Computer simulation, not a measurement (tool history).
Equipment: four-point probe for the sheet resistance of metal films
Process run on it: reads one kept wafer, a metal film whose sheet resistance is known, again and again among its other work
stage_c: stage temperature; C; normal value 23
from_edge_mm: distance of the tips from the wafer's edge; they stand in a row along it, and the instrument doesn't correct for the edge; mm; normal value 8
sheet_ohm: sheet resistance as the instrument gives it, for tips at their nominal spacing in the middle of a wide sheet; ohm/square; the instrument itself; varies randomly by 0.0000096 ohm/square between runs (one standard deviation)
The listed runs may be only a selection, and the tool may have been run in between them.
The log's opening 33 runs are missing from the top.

run	hour	stage_c	from_edge_mm	sheet_ohm
34	2654.6	21	56	0.047972
35	2741.4	31	8	0.047932
36	2857.5	31	8	0.047958
# hour 2886.9: stage's thermometer calibrated
37	2952.7	33	9	0.048019
38	3058.3	26	14	0.048088
39	3153.4	24	6	0.048407
40	3231.6	28	50	0.048033
41	3309.2	29	66	0.048020
42	3405.7	25	61	0.048139
43	3470.6	25	61	0.048152
44	3558.5	24	9	0.048306
45	3607.6	24	9	0.048309
46	3657.5	32	43	0.048005

Below are 3 alternative next runs, each starting from the tool's condition after run 46. Predict each:
A	3775.7	23	37	?
B	3775.7	21	62	?
C	3775.7	31	8	?

run	sheet_ohm
A	0.048240
B	0.048267
C	0.048215
Had the tool no hidden state, the same runs would have come out as:
run	sheet_ohm
A	0.048009
B	0.048036
C	0.047983
